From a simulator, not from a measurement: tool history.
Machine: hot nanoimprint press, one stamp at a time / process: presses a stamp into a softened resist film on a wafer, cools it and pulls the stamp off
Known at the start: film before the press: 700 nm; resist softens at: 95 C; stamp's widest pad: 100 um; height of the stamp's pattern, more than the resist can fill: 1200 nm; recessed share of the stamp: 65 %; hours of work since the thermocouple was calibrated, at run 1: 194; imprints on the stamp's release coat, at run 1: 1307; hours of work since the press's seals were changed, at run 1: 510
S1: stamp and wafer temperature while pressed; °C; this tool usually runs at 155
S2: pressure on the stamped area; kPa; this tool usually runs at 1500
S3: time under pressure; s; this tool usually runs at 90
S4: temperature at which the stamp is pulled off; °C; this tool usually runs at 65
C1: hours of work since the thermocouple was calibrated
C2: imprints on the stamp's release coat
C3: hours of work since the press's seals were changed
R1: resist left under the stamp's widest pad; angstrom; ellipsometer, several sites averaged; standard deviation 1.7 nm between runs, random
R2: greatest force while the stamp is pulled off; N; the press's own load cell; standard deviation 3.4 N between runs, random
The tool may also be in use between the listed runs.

| run | hour | S1 | S2 | S3 | S4 | C1 | C2 | C3 | R1 | R2 |
|---|---|---|---|---|---|---|---|---|---|---|
| 1 | 0.0 | 155 | 1500 | 90 | 65 | 194 | 1307 | 510 | 2893 | 251 |
| 2 | 15.3 | 155 | 1500 | 90 | 65 | 206 | 1376 | 521 | 2935 | 250 |
| 3 | 27.4 | 155 | 1500 | 90 | 65 | 215 | 1431 | 530 | 2899 | 259 |
|  | 41.2 | stamp cleaned and given a new release coat |
| 4 | 42.0 | 155 | 1500 | 90 | 57 | 222 | 4 | 537 | 2913 | 193 |
| 5 | 50.1 | 155 | 1500 | 90 | 65 | 228 | 41 | 543 | 2922 | 168 |
| 6 | 59.1 | 155 | 1500 | 74 | 65 | 235 | 82 | 550 | 3152 | 173 |
| 7 | 67.5 | 155 | 1500 | 74 | 65 | 241 | 119 | 556 | 3157 | 174 |
| 8 | 76.6 | 155 | 1500 | 74 | 65 | 248 | 160 | 563 | 3177 | 177 |
| 9 | 86.9 | 155 | 1500 | 90 | 65 | 256 | 207 | 571 | 2927 | 176 |
| 10 | 105.0 | 155 | 1500 | 90 | 65 | 270 | 289 | 585 | 2951 | 179 |
| 11 | 122.1 | 155 | 1500 | 90 | 65 | 282 | 366 | 598 | 2979 | 187 |
| 12 | 132.4 | 155 | 1090 | 90 | 65 | 290 | 413 | 605 | 3377 | 195 |
| 13 | 146.3 | 155 | 1090 | 90 | 65 | 301 | 476 | 616 | 3385 | 194 |
|  | 157.7 | plate thermocouple calibrated |
| 14 | 166.7 | 155 | 1090 | 90 | 65 | 7 | 554 | 629 | 3218 | 202 |
| 15 | 181.2 | 149 | 930 | 52 | 72 | 18 | 620 | 640 | 5345 | 170 |
| 16 | 195.5 | 154 | 1070 | 133 | 71 | 29 | 684 | 651 | 3013 | 185 |
| 17 | 211.7 | 154 | 1070 | 133 | 71 | 41 | 758 | 663 | 3017 | 177 |
| 18 | 223.8 | 154 | 1260 | 79 | 71 | 50 | 812 | 673 | 3424 | 191 |
| 19 | 231.8 | 154 | 1260 | 79 | 71 | 56 | 848 | 679 | 3405 | 187 |
| 20 | 243.8 | 150 | 1260 | 112 | 71 | 65 | 903 | 688 | 3811 | 192 |
| 21 | 259.9 | 148 | 1500 | 90 | 65 | 78 | 975 | 700 | 4344 | 223 |
| 22 | 277.8 | 155 | 1070 | 71 | 65 | 91 | 1056 | 713 | 3639 | 231 |
| 23 | 286.5 | 155 | 1210 | 124 | 58 | 98 | 1096 | 720 | 2817 | 266 |

What if the next run were any one of these 4? Each begins from the tool's condition after run 23:
| A | 297.6 | 145 | 1420 | 113 | 65 | 106 | 1145 | 728 | ? | ? |
| B | 297.6 | 155 | 1710 | 90 | 65 | 106 | 1145 | 728 | ? | ? |
| C | 297.6 | 155 | 1210 | 156 | 63 | 106 | 1145 | 728 | ? | ? |
| D | 297.6 | 155 | 1140 | 124 | 58 | 106 | 1145 | 728 | ? | ? |

| run | R1 | R2 |
|---|---|---|
| A | 4796 | 236 |
| B | 2715 | 251 |
| C | 2553 | 251 |
| D | 2858 | 269 |
Stripped of hidden state, with their random variation kept, the same runs would have yielded:
| run | R1 | R2 |
|---|---|---|
| A | 4656 | 160 |
| B | 2604 | 170 |
| C | 2455 | 170 |
| D | 2753 | 182 |
